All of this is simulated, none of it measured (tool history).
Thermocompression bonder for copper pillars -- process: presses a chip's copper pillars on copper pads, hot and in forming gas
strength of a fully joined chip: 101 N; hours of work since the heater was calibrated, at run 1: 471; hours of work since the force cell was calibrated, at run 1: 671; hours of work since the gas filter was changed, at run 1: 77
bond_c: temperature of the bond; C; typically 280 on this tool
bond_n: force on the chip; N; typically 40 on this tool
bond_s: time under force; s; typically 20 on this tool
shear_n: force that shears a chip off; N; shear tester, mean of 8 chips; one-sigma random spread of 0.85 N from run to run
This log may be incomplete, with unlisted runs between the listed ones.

run,hour,bond_c,bond_n,bond_s,hours of work since the heater was calibrated,hours of work since the force cell was calibrated,hours of work since the gas filter was changed,shear_n
1,0.0,280,40,20,471,671,77,67.2
2,33.1,255,40,20,492,693,99,49.7
3,53.4,255,40,20,506,706,112,49.9
4,97.3,255,40,20,534,735,141,49.7
5,130.6,280,47,20,556,757,162,72.8
6,174.1,280,40,20,584,785,191,67.3
7,206.7,280,40,20,605,806,212,64.8
8,230.4,280,40,12,621,821,227,56.0
9,259.2,280,40,23,640,840,246,66.3
10,297.0,280,40,23,664,865,271,68.0
11,340.8,280,40,20,693,893,299,62.8
12,378.9,280,40,42,718,918,324,73.3
13,410.5,280,40,42,738,939,345,75.0
14,434.2,280,40,42,754,954,360,74.0
# hour 465.3: forming gas filter changed
15,478.1,252,40,20,782,983,8,49.0
16,515.1,252,40,20,806,1007,32,48.9
17,547.1,280,40,20,827,1027,53,69.2
18,585.2,280,40,20,852,1052,78,68.7
19,614.5,280,40,20,871,1071,97,68.5
20,661.1,307,40,20,901,1102,128,80.7
21,693.7,307,40,20,922,1123,149,81.1
22,736.5,270,42,16,950,1151,177,57.3
23,778.9,270,42,16,978,1178,204,56.5
24,824.2,280,44,17,1007,1208,234,63.9
25,853.6,280,44,17,1026,1227,253,65.1
26,884.3,274,38,11,1047,1247,273,49.1
27,905.5,309,36,35,1060,1261,287,82.1
28,943.0,309,36,35,1085,1285,311,82.9
29,972.4,292,33,59,1104,1305,330,80.5
30,997.1,280,31,21,1120,1321,346,52.6
31,1042.0,280,34,20,1149,1350,376,55.5
# hour 1050.5: forming gas filter changed
32,1087.4,280,54,21,1178,1379,24,82.2
33,1116.6,252,40,20,1198,1398,43,49.6
34,1137.9,280,40,23,1211,1412,57,68.3
35,1174.6,280,40,23,1235,1436,81,69.1
36,1213.5,280,40,42,1261,1461,106,78.2
37,1245.2,259,30,45,1281,1482,127,56.1
# hour 1248.9: force cell calibrated
38,1281.0,306,34,32,1304,21,149,79.4
39,1324.8,306,34,32,1332,49,178,79.1
40,1370.9,306,34,32,1362,79,208,78.2

For some of the steps in shear_n from one run to the next: how much would appear even if the tool had no hidden state, given the settings, what came in and random variation, and how much remains for the hidden state plus any gauge scatter that the measured result and the result without hidden state don't share?
Hidden conditions of the tool in this case: true temperature of the bond over the reading, C; force that reaches the chip, % of what is set; oxide that the forming gas leaves, % of the face; drift of the gauge itself on shear_n, %.
Run 14 -> 15: bond_c 280 -> 252, bond_s 42 -> 20, forming gas filter changed. shear_n -25.0 N: hidden state +8.3, all else -33.3.
Run 26 -> 27: bond_c 274 -> 309, bond_n 38 -> 36, bond_s 11 -> 35. shear_n +33.0 N: hidden state -3.1, all else +36.1.
Run 29 -> 30: bond_c 292 -> 280, bond_n 33 -> 31, bond_s 59 -> 21. shear_n -27.9 N: hidden state +2.4, all else -30.3.
Run 31 -> 32: bond_n 34 -> 54, bond_s 20 -> 21, forming gas filter changed. shear_n +26.7 N: hidden state +5.9, all else +20.8.
Run 32 -> 33: bond_c 280 -> 252, bond_n 54 -> 40, bond_s 21 -> 20. shear_n -32.6 N: hidden state -0.4, all else -32.2.
Run 37 -> 38: bond_c 259 -> 306, bond_n 30 -> 34, bond_s 45 -> 32, force cell calibrated. shear_n +23.3 N: hidden state -3.3, all else +26.6.

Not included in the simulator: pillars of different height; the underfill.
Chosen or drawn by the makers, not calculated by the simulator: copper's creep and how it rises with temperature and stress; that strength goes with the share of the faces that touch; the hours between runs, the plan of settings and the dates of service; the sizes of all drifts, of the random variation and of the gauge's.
